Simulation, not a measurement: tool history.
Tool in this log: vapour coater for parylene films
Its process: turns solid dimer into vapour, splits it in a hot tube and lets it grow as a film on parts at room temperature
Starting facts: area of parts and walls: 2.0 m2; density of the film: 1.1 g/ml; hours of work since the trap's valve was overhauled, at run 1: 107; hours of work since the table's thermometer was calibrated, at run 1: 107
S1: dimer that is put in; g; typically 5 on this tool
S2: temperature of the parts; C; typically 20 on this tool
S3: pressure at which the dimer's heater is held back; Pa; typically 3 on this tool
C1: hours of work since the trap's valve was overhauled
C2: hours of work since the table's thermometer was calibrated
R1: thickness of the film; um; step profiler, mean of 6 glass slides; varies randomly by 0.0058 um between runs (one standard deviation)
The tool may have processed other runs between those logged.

run    hour  S1  S2     S3   C1   C2     R1
  1       0   5  20      3  107  107  1.103
  2    21.7   3  20      3  116  116  0.657
  3    48.4   3  20      3  128  128  0.661
  4    77.9   8  20      3  140  140   1.76
  5   108.7   5  20      3  153  153  1.095
  6   126.6   5  13      3  160  160   1.46
  7   149.2   5  13      3  170  170  1.451
  8   169.2   5  20      3  178  178  1.095
  9   193.5   5  20      3  188  188  1.098
 10   221.8   5  20   2.71  200  200  1.114
 11     254   5  20      3  213  213  1.094
 12   286.3   5  20      3  227  227  1.096
 13   316.3   5  20      3  239  239  1.096
 14     336   5  20      3  247  247  1.078
 15   357.7   5  20      3  256  256   1.09
 16   386.7   5  20      3  268  268  1.095
 17   420.3   5  17      3  282  282  1.227
 18   449.3   5  17      3  295  295  1.215
 19   480.3   5  17      3  307  307  1.222
 20   499.3   5  20      3  315  315  1.084
 21   531.8   5  20      3  329  329  1.078
 22   559.4   5  20      3  340  340  1.066
 23   581.4   2  23      3  350  350  0.378
 24   616.2   5  15   5.23  364  364  1.209
 25   631.6   5  15   5.23  370  370  1.207
 26   664.1   5  15   5.23  384  384  1.213
 27   689.5   3  28   5.23  395  395  0.433
 28   713.4   3  28   5.23  405  405  0.435
 29   736.3   5  28   5.23  414  414  0.715
 30   750.7   5  28   5.23  420  420  0.727
 31   783.9   5  28   5.23  434  434  0.723
 32     800   5  28   5.23  441  441  0.716
 33   833.8   3  24      3  455  455  0.544
 34   866.6   5  24      3  468  468  0.913
 35   888.1   4  30   10.9  477  477  0.475
 36     906   4  23   2.79  485  485  0.763
 37   922.2   6  27   2.37  491  491  0.998
 38   942.3   5  32      3  500  500  0.663
 39   962.2   7  24      3  508  508  1.275
 40     978   3  31  11.18  515  515  0.339
 41  1008.1   5  20   7.71  527  527  0.923
 42    1031   5  23      3  537  537  0.951
 43  1045.8   3  32      3  543  543  0.402
 44  1067.4   7  22   2.63  552  552    1.4

Alternative continuations, all from the tool just after run 44; predict every row:
  A  1082.8   3  22  3.77  558  558   ?
  B  1082.8   3  13  9.51  558  558   ?
  C  1082.8   7  22  3.28  558  558   ?
  D  1082.8   5  17  2.33  558  558   ?

run     R1
  A  0.568
  B  0.707
  C  1.352
  D  1.242
What these runs would have given with no unlogged condition in the tool:
run     R1
  A  0.601
  B  0.748
  C   1.43
  D  1.313

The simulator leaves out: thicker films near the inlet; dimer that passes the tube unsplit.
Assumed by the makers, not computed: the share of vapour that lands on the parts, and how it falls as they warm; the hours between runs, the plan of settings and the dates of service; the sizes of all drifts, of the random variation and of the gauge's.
